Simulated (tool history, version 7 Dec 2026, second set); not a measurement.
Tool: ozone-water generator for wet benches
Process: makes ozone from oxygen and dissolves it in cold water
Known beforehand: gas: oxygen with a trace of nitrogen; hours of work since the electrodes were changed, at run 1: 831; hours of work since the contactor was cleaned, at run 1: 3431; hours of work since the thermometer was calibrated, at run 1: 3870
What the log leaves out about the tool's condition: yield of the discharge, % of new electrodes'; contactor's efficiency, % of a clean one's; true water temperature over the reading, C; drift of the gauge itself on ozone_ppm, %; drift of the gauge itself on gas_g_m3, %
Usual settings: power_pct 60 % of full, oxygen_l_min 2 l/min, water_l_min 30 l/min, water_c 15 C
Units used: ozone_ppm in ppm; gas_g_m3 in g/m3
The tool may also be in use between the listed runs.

run,day,power_pct,oxygen_l_min,water_l_min,water_c,hours of work since the electrodes were changed,hours of work since the contactor was cleaned,hours of work since the thermometer was calibrated,ozone_ppm,gas_g_m3
1,0,60,2,30,15,831,3431,3870,4.35,130.9
# day 2.346: water thermometer calibrated
2,3.604,60,2,30,9,891,3491,21,4.42,131
3,5.321,60,2,30,15,920,3520,50,4.42,130.7
4,7.033,60,2,30,15,949,3548,78,4.31,130.4
5,9.062,60,2,30,15,983,3582,112,4.41,130.4
6,11.767,60,2,30,15,1028,3627,158,4.41,130.2
7,14.692,60,2.94,30,15,1077,3676,207,5.09,112.2
8,17.325,60,2.94,30,15,1121,3720,251,5.2,112.4
9,19.183,60,2.94,30,15,1152,3752,282,5.11,113.1
10,22.671,60,2.94,30,15,1210,3810,340,5.12,112.3
11,25.042,60,2.94,30,15,1250,3850,380,5.12,113.5
12,27.658,78,2,30,15,1294,3893,424,5.23,155.8
13,30.15,78,2,30,15,1336,3935,465,5.14,156.6
14,32.983,60,2.09,30,8,1383,3983,513,4.54,128.6
15,35.958,60,2.09,30,8,1433,4032,563,4.55,127.7
16,38.125,60,2.09,30,8,1469,4069,599,4.5,127.4
17,40.617,60,1.44,30,8,1511,4110,641,3.61,145.7
18,44.183,60,2.59,30,14,1571,4170,700,4.78,118.4
19,46.4,60,2.59,30,14,1608,4207,737,4.8,116.9
20,48.125,60,2.59,30,14,1637,4236,766,4.8,116.9
21,50.608,60,1.03,30,11,1678,4277,808,3.17,166.4
22,53.308,58,1.27,29,15,1723,4323,853,3.42,148.5
# day 54.821: contactor cleaned
23,55.679,41,3.25,30,11,1760,14,890,4.29,81.9

Alternative continuations, all from the tool just after run 23; predict every row:
A,57.288,60,1.68,30,15,1787,41,917,?,?
B,57.288,47,2,35,15,1787,41,917,?,?
C,57.288,68,1.09,30,9,1787,41,917,?,?

run,ozone_ppm,gas_g_m3
A,4.2,138.2
B,3.18,107.3
C,3.72,174.6
Without the tool's hidden state the same runs would have given:
run,ozone_ppm,gas_g_m3
A,4.35,142.8
B,3.28,110.1
C,3.87,181.1
